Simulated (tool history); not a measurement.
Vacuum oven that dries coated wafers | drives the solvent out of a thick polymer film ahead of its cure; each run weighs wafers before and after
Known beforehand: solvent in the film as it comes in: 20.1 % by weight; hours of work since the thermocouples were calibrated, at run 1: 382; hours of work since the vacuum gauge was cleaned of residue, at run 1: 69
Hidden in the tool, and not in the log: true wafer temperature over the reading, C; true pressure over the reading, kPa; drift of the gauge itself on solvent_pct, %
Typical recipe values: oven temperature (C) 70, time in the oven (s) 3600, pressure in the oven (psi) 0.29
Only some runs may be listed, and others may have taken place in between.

| run | day | oven temperature (C) | time in the oven (s) | pressure in the oven (psi) | hours of work since the thermocouples were calibrated | hours of work since the vacuum gauge was cleaned of residue | solvent left in the film (%) |
|---|---|---|---|---|---|---|---|
| 1 | 0 | 70 | 3600 | 0.29 | 382 | 69 | 2.85 |
| 2 | 0.533 | 70 | 3600 | 0.29 | 392 | 79 | 2.89 |
| 3 | 0.946 | 70 | 3600 | 0.29 | 399 | 86 | 2.89 |
| 4 | 1.188 | 70 | 3600 | 0.29 | 404 | 91 | 2.81 |
| 5 | 1.75 | 70 | 3600 | 0.29 | 414 | 101 | 2.88 |
| 6 | 2.154 | 70 | 3600 | 0.29 | 421 | 108 | 2.87 |
| 7 | 2.546 | 70 | 3600 | 0.29 | 429 | 116 | 2.87 |
| 8 | 3.075 | 81 | 3600 | 0.29 | 438 | 125 | 0.68 |
| 9 | 3.358 | 67 | 3600 | 0.29 | 443 | 130 | 4 |
| 10 | 3.7 | 70 | 3600 | 0.257 | 450 | 137 | 2.75 |
| 11 | 4.183 | 70 | 2580 | 0.257 | 458 | 146 | 4.33 |
| 12 | 4.529 | 63 | 2580 | 0.257 | 465 | 152 | 7.48 |
| 13 | 4.938 | 63 | 2580 | 0.257 | 472 | 159 | 7.51 |
| 14 | 5.475 | 63 | 2580 | 0.257 | 482 | 169 | 7.46 |
| 15 | 5.992 | 63 | 2580 | 0.257 | 492 | 179 | 7.45 |
| 16 | 6.3 | 60 | 3600 | 0.29 | 497 | 184 | 7.07 |
| 17 | 6.771 | 60 | 3600 | 0.29 | 506 | 193 | 7.11 |
| 18 | 7.088 | 60 | 3600 | 0.29 | 512 | 199 | 7.17 |
| 19 | 7.617 | 67 | 3600 | 0.29 | 521 | 208 | 3.94 |
| 20 | 8.067 | 78 | 3600 | 0.29 | 529 | 217 | 1.01 |
| 21 | 8.6 | 78 | 3600 | 0.29 | 539 | 226 | 0.92 |
| 22 | 9.138 | 78 | 3600 | 0.29 | 549 | 236 | 1.09 |
| 23 | 9.567 | 78 | 3600 | 0.29 | 557 | 244 | 1.07 |
| 24 | 9.929 | 75 | 3600 | 0.29 | 564 | 251 | 1.52 |
| 25 | 10.179 | 70 | 3600 | 0.962 | 568 | 255 | 4.46 |
| 26 | 10.567 | 82 | 2640 | 0.178 | 575 | 262 | 0.78 |
| 27 | 10.858 | 82 | 2640 | 0.178 | 581 | 268 | 0.8 |
| 28 | 11.279 | 79 | 2880 | 0.289 | 588 | 275 | 1.3 |
| 29 | 11.758 | 70 | 3600 | 0.718 | 597 | 284 | 3.87 |
| 30 | 12.1 | 72 | 6120 | 0.21 | 603 | 290 | 0.81 |
| 31 | 12.629 | 72 | 6120 | 0.21 | 613 | 300 | 0.83 |
| 32 | 13.029 | 72 | 6120 | 0.21 | 620 | 307 | 0.81 |
| 33 | 13.421 | 59 | 4380 | 0.986 | 627 | 315 | 8.74 |
| 34 | 13.917 | 59 | 4620 | 0.986 | 637 | 324 | 8.4 |
| 35 | 14.388 | 70 | 2940 | 0.162 | 645 | 332 | 3.45 |
| 36 | 14.679 | 76 | 1860 | 0.766 | 651 | 338 | 4.61 |
| 37 | 15.112 | 76 | 1860 | 0.766 | 658 | 345 | 4.56 |
| 38 | 15.604 | 70 | 3600 | 1.069 | 667 | 354 | 4.76 |
| 39 | 16.029 | 77 | 2880 | 0.973 | 675 | 362 | 3.01 |
| 40 | 16.383 | 77 | 2880 | 1.069 | 682 | 369 | 3.17 |
| 41 | 16.771 | 75 | 3600 | 0.444 | 689 | 376 | 1.81 |
| 42 | 17.021 | 60 | 3600 | 0.56 | 693 | 380 | 7.84 |
| 43 | 17.45 | 63 | 1920 | 0.603 | 701 | 388 | 9.82 |
| 44 | 17.717 | 70 | 2100 | 0.29 | 706 | 393 | 5.48 |
| 45 | 18 | 70 | 2100 | 0.29 | 711 | 398 | 5.58 |
| 46 | 18.283 | 70 | 5400 | 0.148 | 716 | 403 | 1.18 |
| 47 | 18.729 | 70 | 5400 | 0.148 | 725 | 412 | 1.12 |
| 48 | 19.196 | 76 | 6000 | 0.812 | 733 | 420 | 1.85 |

Each row is a separate what-if for the run after 48, all from the same tool condition, not one after another. Results?
| A | 19.479 | 68 | 2160 | 0.231 | 738 | 425 | ? |
| B | 19.479 | 81 | 6000 | 0.812 | 738 | 425 | ? |
| C | 19.479 | 76 | 4800 | 1.102 | 738 | 425 | ? |

| run | solvent left in the film (%) |
|---|---|
| A | 6.13 |
| B | 1.46 |
| C | 2.57 |
Without the tool's unlogged condition, the same runs would have read:
| run | solvent left in the film (%) |
|---|---|
| A | 6.15 |
| B | 1.46 |
| C | 2.58 |
